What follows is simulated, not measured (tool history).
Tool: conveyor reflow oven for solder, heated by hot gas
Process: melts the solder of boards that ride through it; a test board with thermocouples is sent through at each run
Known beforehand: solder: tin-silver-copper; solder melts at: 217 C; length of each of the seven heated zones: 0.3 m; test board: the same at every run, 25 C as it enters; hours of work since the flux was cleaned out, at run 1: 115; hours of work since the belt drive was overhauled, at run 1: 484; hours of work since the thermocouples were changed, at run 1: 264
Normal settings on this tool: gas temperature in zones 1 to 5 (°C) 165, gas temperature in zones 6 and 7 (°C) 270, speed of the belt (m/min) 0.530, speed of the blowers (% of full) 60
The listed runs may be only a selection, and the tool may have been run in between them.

run   hour  gas temperature in zones 1 to 5 (°C)  gas temperature in zones 6 and 7 (°C)  speed of the belt (m/min)  speed of the blowers (% of full)  hours of work since the flux was cleaned out  hours of work since the belt drive was overhauled  hours of work since the thermocouples were changed  highest temperature of the board (°C)  time above the solder's melting point (s)
  1    0.0                                   165                                    270                      0.530                                60                                           115                                                484                                                 264                                  249.2                                       46.7
  2   16.2                                   165                                    273                      0.530                                60                                           122                                                491                                                 271                                  252.8                                       48.2
  3   27.5                                   165                                    270                      0.530                                60                                           127                                                496                                                 276                                  250.5                                       45.8
  4   51.7                                   165                                    270                      0.530                                60                                           138                                                506                                                 287                                  250.6                                       45.7
  5   71.5                                   165                                    270                      0.530                                60                                           146                                                515                                                 295                                  249.8                                       45.4
  6   96.2                                   165                                    270                      0.530                                60                                           157                                                526                                                 306                                  249.4                                       47.3
  7  119.0                                   172                                    270                      0.530                                60                                           167                                                536                                                 316                                  252.4                                       49.8
  8  135.6                                   165                                    270                      0.530                                60                                           174                                                543                                                 323                                  250.0                                       46.1
     140.9  -- belt drive overhauled, speed set with a stopwatch
  9  149.8                                   165                                    270                      0.530                                60                                           179                                                  4                                                 328                                  249.7                                       46.9
 10  165.5                                   165                                    270                      0.530                                58                                           186                                                 11                                                 335                                  249.0                                       45.8
 11  178.6                                   165                                    270                      0.577                                60                                           191                                                 17                                                 341                                  246.2                                       39.7
 12  203.0                                   172                                    270                      0.591                                60                                           202                                                 27                                                 351                                  246.7                                       40.4
 13  218.9                                   165                                    270                      0.630                                60                                           209                                                 34                                                 358                                  242.1                                       32.9
 14  230.4                                   165                                    270                      0.630                                60                                           214                                                 39                                                 363                                  242.2                                       33.0
     245.4  -- belt drive overhauled, speed set with a stopwatch, once more
 15  246.3                                   175                                    270                      0.490                                60                                           219                                                  0                                                 368                                  252.9                                       56.2
 16  259.3                                   165                                    270                      0.613                                82                                           225                                                  6                                                 374                                  247.4                                       38.3
     269.9  -- flux residue cleaned out of gas plates and filters
 17  282.2                                   165                                    270                      0.613                                82                                             5                                                 14                                                 382                                  248.2                                       39.5
 18  304.0                                   165                                    270                      0.613                                82                                            15                                                 23                                                 392                                  249.9                                       39.5
 19  320.7                                   165                                    270                      0.476                                89                                            22                                                 31                                                 399                                  258.6                                       58.3
 20  337.8                                   165                                    278                      0.476                                89                                            30                                                 38                                                 406                                  265.8                                       62.9
 21  350.5                                   165                                    278                      0.476                                89                                            35                                                 44                                                 412                                  265.9                                       63.7
 22  361.1                                   165                                    278                      0.476                                89                                            40                                                 49                                                 417                                  265.0                                       62.6

5 options for the next run, each taken on its own from the tool as it stands now. Forecast them:
  A  380.8                                   165                                    277                      0.530                                63                                            49                                                 57                                                 425                                      ?                                          ?
  B  380.8                                   173                                    278                      0.455                                89                                            49                                                 57                                                 425                                      ?                                          ?
  C  380.8                                   158                                    270                      0.530                                60                                            49                                                 57                                                 425                                      ?                                          ?
  D  380.8                                   169                                    278                      0.616                                87                                            49                                                 57                                                 425                                      ?                                          ?
  E  380.8                                   157                                    261                      0.506                                89                                            49                                                 57                                                 425                                      ?                                          ?

run  highest temperature of the board (°C)  time above the solder's melting point (s)
  A                                  256.8                                       50.9
  B                                  267.0                                       69.7
  C                                  248.9                                       43.6
  D                                  256.9                                       44.0
  E                                  246.4                                       45.6
With no hidden state in the tool, these same runs would have given:
run  highest temperature of the board (°C)  time above the solder's melting point (s)
  A                                  257.6                                       51.3
  B                                  267.7                                       69.9
  C                                  249.7                                       44.2
  D                                  257.8                                       44.4
  E                                  247.2                                       46.3
